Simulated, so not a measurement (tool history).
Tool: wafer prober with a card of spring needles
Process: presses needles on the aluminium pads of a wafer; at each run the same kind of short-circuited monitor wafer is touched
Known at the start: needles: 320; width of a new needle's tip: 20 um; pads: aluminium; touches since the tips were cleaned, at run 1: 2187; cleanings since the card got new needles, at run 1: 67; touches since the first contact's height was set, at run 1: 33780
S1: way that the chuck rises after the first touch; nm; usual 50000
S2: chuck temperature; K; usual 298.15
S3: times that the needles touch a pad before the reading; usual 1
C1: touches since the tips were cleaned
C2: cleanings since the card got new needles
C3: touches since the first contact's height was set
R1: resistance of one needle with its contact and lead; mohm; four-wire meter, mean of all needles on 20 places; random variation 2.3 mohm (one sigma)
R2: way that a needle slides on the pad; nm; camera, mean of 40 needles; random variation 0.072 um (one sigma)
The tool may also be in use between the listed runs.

run,hour,S1,S2,S3,C1,C2,C3,R1,R2
1,0,50000,298.15,1,2187,67,33780,331,10240
# hour 7.8: tips cleaned on abrasive film
2,14.2,50000,298.15,1,3546,68,41561,358,10230
# hour 18.9: tips cleaned on abrasive film
# hour 30.2: tips cleaned on abrasive film
3,36.9,50000,298.15,1,3698,70,53993,363,10290
# hour 42.1: tips cleaned on abrasive film
4,47.8,50000,298.15,1,3141,71,59977,347,10320
# hour 52.3: tips cleaned on abrasive film
# hour 63.5: tips cleaned on abrasive film
5,70.9,50000,298.15,1,4123,73,72667,367,10240
# hour 74: tips cleaned on abrasive film
# hour 84.1: tips cleaned on abrasive film
6,92.2,50000,298.15,1,4447,75,84283,367,10160
# hour 95.3: tips cleaned on abrasive film
# hour 106: tips cleaned on abrasive film
7,109.4,50000,298.15,1,1912,77,93726,331,10160
# hour 116.5: tips cleaned on abrasive film
8,120.7,50000,298.15,1,2334,78,99883,341,10220
# hour 127.1: tips cleaned on abrasive film
# hour 137.7: tips cleaned on abrasive film
9,137.9,50000,298.15,1,116,80,109292,281,10140
# hour 148.1: tips cleaned on abrasive film
10,151.4,50000,298.15,2,1869,81,116717,305,10150
# hour 158.4: tips cleaned on abrasive film
# hour 168.5: tips cleaned on abrasive film
11,175.2,50000,298.15,1,3734,83,129768,374,10180
# hour 179.3: tips cleaned on abrasive film
# hour 189.8: tips cleaned on abrasive film
12,197.1,50000,298.15,3,4053,85,141759,303,10010
# hour 201.5: tips cleaned on abrasive film
13,206.8,50000,298.15,3,2940,86,147065,305,9960
# hour 212.1: tips cleaned on abrasive film
14,220.2,50000,298.15,3,4466,87,154381,312,10150
# hour 223.7: tips cleaned on abrasive film
# hour 234: tips cleaned on abrasive film
15,238.8,50000,298.15,3,2626,89,164572,304,9920
# hour 244.5: tips cleaned on abrasive film
# hour 255.2: tips cleaned on abrasive film
16,255.4,50000,386.15,3,84,91,173617,306,9860
# hour 265.7: tips cleaned on abrasive film
# hour 276.6: tips cleaned on abrasive film
17,279.1,50000,386.15,3,1341,93,186609,315,10000
# hour 287.8: tips cleaned on abrasive film
18,294.3,56000,329.15,2,3578,94,194985,317,11070
# hour 297.9: tips cleaned on abrasive film
# hour 302.1: height of the first contact set anew
# hour 308.9: tips cleaned on abrasive film
19,314.9,30000,365.15,2,3273,96,6980,443,6320
# hour 320: tips cleaned on abrasive film
20,324.9,66000,336.15,1,2729,97,12502,322,13630
# hour 330.8: tips cleaned on abrasive film
21,336.4,32000,353.15,2,3108,98,18785,423,6560
# hour 342.3: tips cleaned on abrasive film
22,350,50000,313.15,1,4220,99,26229,374,10290
# hour 354.1: tips cleaned on abrasive film
# hour 364.2: tips cleaned on abrasive film
23,370.8,53000,317.15,2,3656,101,37634,325,11010
# hour 376.2: tips cleaned on abrasive film
24,381.6,50000,298.15,2,2991,102,43528,317,10330

The next listed run, before its measurement:
# hour 386.5: tips cleaned on abrasive film
# hour 397.1: tips cleaned on abrasive film
25,401,62000,302.15,1,2148,104,54154,?,?

R1: 307 mohm
R2: 12770 nm
Without the tool's hidden state the same run would have given R1 261 mohm, R2 12950 nm.
